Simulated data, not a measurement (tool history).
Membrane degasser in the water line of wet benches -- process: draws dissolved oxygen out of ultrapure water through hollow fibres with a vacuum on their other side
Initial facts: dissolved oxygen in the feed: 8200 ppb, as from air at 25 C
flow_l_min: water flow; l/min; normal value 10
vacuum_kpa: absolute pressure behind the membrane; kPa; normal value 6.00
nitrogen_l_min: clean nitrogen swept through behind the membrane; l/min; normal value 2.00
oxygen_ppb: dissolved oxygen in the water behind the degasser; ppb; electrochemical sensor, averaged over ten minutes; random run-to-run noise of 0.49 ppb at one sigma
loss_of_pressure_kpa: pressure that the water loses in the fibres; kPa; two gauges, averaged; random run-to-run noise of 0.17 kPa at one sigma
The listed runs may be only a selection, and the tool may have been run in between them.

{"run": 1, "hour": 0.0, "flow_l_min": 10, "vacuum_kpa": 6.0, "nitrogen_l_min": 2.0, "oxygen_ppb": 43.7, "loss_of_pressure_kpa": 30.73}
{"run": 2, "hour": 138.1, "flow_l_min": 10, "vacuum_kpa": 6.0, "nitrogen_l_min": 2.0, "oxygen_ppb": 44.8, "loss_of_pressure_kpa": 30.89}
{"run": 3, "hour": 246.6, "flow_l_min": 10, "vacuum_kpa": 6.0, "nitrogen_l_min": 2.0, "oxygen_ppb": 45.2, "loss_of_pressure_kpa": 30.56}
{"run": 4, "hour": 419.5, "flow_l_min": 10, "vacuum_kpa": 6.0, "nitrogen_l_min": 2.0, "oxygen_ppb": 45.6, "loss_of_pressure_kpa": 30.94}
{"run": 5, "hour": 560.0, "flow_l_min": 10, "vacuum_kpa": 6.0, "nitrogen_l_min": 2.0, "oxygen_ppb": 46.5, "loss_of_pressure_kpa": 30.62}
{"run": 6, "hour": 745.6, "flow_l_min": 10, "vacuum_kpa": 6.0, "nitrogen_l_min": 2.0, "oxygen_ppb": 45.6, "loss_of_pressure_kpa": 30.73}
{"run": 7, "hour": 928.9, "flow_l_min": 10, "vacuum_kpa": 6.0, "nitrogen_l_min": 2.0, "oxygen_ppb": 45.6, "loss_of_pressure_kpa": 31.06}
{"hour": 1081.4, "done": "vacuum gauge calibrated"}
{"run": 8, "hour": 1082.0, "flow_l_min": 10, "vacuum_kpa": 12.86, "nitrogen_l_min": 2.0, "oxygen_ppb": 130.1, "loss_of_pressure_kpa": 30.94}
{"run": 9, "hour": 1206.3, "flow_l_min": 8, "vacuum_kpa": 6.0, "nitrogen_l_min": 2.0, "oxygen_ppb": 34.5, "loss_of_pressure_kpa": 24.85}
{"run": 10, "hour": 1328.5, "flow_l_min": 8, "vacuum_kpa": 6.0, "nitrogen_l_min": 2.0, "oxygen_ppb": 35.6, "loss_of_pressure_kpa": 24.85}
{"run": 11, "hour": 1419.0, "flow_l_min": 8, "vacuum_kpa": 6.0, "nitrogen_l_min": 2.0, "oxygen_ppb": 35.0, "loss_of_pressure_kpa": 25.35}
{"run": 12, "hour": 1589.7, "flow_l_min": 8, "vacuum_kpa": 6.0, "nitrogen_l_min": 2.0, "oxygen_ppb": 36.0, "loss_of_pressure_kpa": 25.18}
{"hour": 1741.6, "done": "vacuum gauge calibrated, once more"}
{"run": 13, "hour": 1765.1, "flow_l_min": 8, "vacuum_kpa": 6.0, "nitrogen_l_min": 2.0, "oxygen_ppb": 31.1, "loss_of_pressure_kpa": 25.39}
{"run": 14, "hour": 1906.0, "flow_l_min": 8, "vacuum_kpa": 6.0, "nitrogen_l_min": 2.0, "oxygen_ppb": 31.2, "loss_of_pressure_kpa": 25.37}
{"run": 15, "hour": 2020.1, "flow_l_min": 8, "vacuum_kpa": 6.0, "nitrogen_l_min": 2.0, "oxygen_ppb": 31.7, "loss_of_pressure_kpa": 25.24}
{"run": 16, "hour": 2172.0, "flow_l_min": 11, "vacuum_kpa": 6.0, "nitrogen_l_min": 2.0, "oxygen_ppb": 50.9, "loss_of_pressure_kpa": 35.07}
{"run": 17, "hour": 2276.1, "flow_l_min": 7, "vacuum_kpa": 5.57, "nitrogen_l_min": 3.4, "oxygen_ppb": 14.4, "loss_of_pressure_kpa": 22.23}
{"run": 18, "hour": 2411.4, "flow_l_min": 14, "vacuum_kpa": 5.57, "nitrogen_l_min": 3.4, "oxygen_ppb": 56.4, "loss_of_pressure_kpa": 44.53}
{"hour": 2490.9, "done": "seals of the vacuum lines changed"}
{"run": 19, "hour": 2504.6, "flow_l_min": 10, "vacuum_kpa": 5.86, "nitrogen_l_min": 5.93, "oxygen_ppb": 21.8, "loss_of_pressure_kpa": 31.73}
{"run": 20, "hour": 2678.4, "flow_l_min": 10, "vacuum_kpa": 5.86, "nitrogen_l_min": 5.93, "oxygen_ppb": 21.5, "loss_of_pressure_kpa": 31.85}
{"run": 21, "hour": 2862.8, "flow_l_min": 13, "vacuum_kpa": 8.86, "nitrogen_l_min": 1.94, "oxygen_ppb": 116.4, "loss_of_pressure_kpa": 41.53}
{"run": 22, "hour": 3022.0, "flow_l_min": 16, "vacuum_kpa": 12.69, "nitrogen_l_min": 5.15, "oxygen_ppb": 125.0, "loss_of_pressure_kpa": 51.04}
{"run": 23, "hour": 3128.8, "flow_l_min": 10, "vacuum_kpa": 13.39, "nitrogen_l_min": 2.0, "oxygen_ppb": 135.2, "loss_of_pressure_kpa": 31.74}
{"run": 24, "hour": 3217.5, "flow_l_min": 7, "vacuum_kpa": 6.0, "nitrogen_l_min": 2.0, "oxygen_ppb": 27.0, "loss_of_pressure_kpa": 22.53}
{"run": 25, "hour": 3394.4, "flow_l_min": 7, "vacuum_kpa": 13.45, "nitrogen_l_min": 2.99, "oxygen_ppb": 63.3, "loss_of_pressure_kpa": 22.71}
{"run": 26, "hour": 3522.6, "flow_l_min": 10, "vacuum_kpa": 4.11, "nitrogen_l_min": 2.0, "oxygen_ppb": 22.9, "loss_of_pressure_kpa": 32.31}
{"run": 27, "hour": 3645.9, "flow_l_min": 10, "vacuum_kpa": 4.11, "nitrogen_l_min": 2.0, "oxygen_ppb": 24.3, "loss_of_pressure_kpa": 32.46}
{"run": 28, "hour": 3800.9, "flow_l_min": 9, "vacuum_kpa": 7.26, "nitrogen_l_min": 1.51, "oxygen_ppb": 67.6, "loss_of_pressure_kpa": 29.13}
{"run": 29, "hour": 3901.5, "flow_l_min": 7, "vacuum_kpa": 5.05, "nitrogen_l_min": 2.48, "oxygen_ppb": 16.6, "loss_of_pressure_kpa": 22.94}
{"run": 30, "hour": 4066.7, "flow_l_min": 9, "vacuum_kpa": 9.7, "nitrogen_l_min": 2.0, "oxygen_ppb": 80.6, "loss_of_pressure_kpa": 29.33}
{"run": 31, "hour": 4242.1, "flow_l_min": 9, "vacuum_kpa": 10.34, "nitrogen_l_min": 3.29, "oxygen_ppb": 57.8, "loss_of_pressure_kpa": 29.3}
{"run": 32, "hour": 4411.3, "flow_l_min": 9, "vacuum_kpa": 10.34, "nitrogen_l_min": 3.29, "oxygen_ppb": 57.6, "loss_of_pressure_kpa": 29.42}

Branching from run 32: 4 alternative next runs. What would each branch give?
{"hour": 4492.2, "done": "membrane cartridge changed"}
{"run": "A", "hour": 4562.0, "flow_l_min": 15, "vacuum_kpa": 6.0, "nitrogen_l_min": 4.52, "oxygen_ppb": "?", "loss_of_pressure_kpa": "?"}
{"hour": 4492.2, "done": "membrane cartridge changed"}
{"run": "B", "hour": 4562.0, "flow_l_min": 10, "vacuum_kpa": 5.54, "nitrogen_l_min": 5.05, "oxygen_ppb": "?", "loss_of_pressure_kpa": "?"}
{"hour": 4492.2, "done": "membrane cartridge changed"}
{"run": "C", "hour": 4562.0, "flow_l_min": 13, "vacuum_kpa": 6.78, "nitrogen_l_min": 2.17, "oxygen_ppb": "?", "loss_of_pressure_kpa": "?"}
{"hour": 4492.2, "done": "membrane cartridge changed"}
{"run": "D", "hour": 4562.0, "flow_l_min": 10, "vacuum_kpa": 5.64, "nitrogen_l_min": 2.28, "oxygen_ppb": "?", "loss_of_pressure_kpa": "?"}

run=A oxygen_ppb=47.9 loss_of_pressure_kpa=43.02
run=B oxygen_ppb=17.2 loss_of_pressure_kpa=28.55
run=C oxygen_ppb=68.6 loss_of_pressure_kpa=37.34
run=D oxygen_ppb=32.6 loss_of_pressure_kpa=28.77
The same runs, with their run-to-run variation unchanged, on a tool lacking any hidden condition would have given:
run=A oxygen_ppb=46.0 loss_of_pressure_kpa=42.98
run=B oxygen_ppb=16.1 loss_of_pressure_kpa=28.52
run=C oxygen_ppb=65.4 loss_of_pressure_kpa=37.30
run=D oxygen_ppb=30.3 loss_of_pressure_kpa=28.74

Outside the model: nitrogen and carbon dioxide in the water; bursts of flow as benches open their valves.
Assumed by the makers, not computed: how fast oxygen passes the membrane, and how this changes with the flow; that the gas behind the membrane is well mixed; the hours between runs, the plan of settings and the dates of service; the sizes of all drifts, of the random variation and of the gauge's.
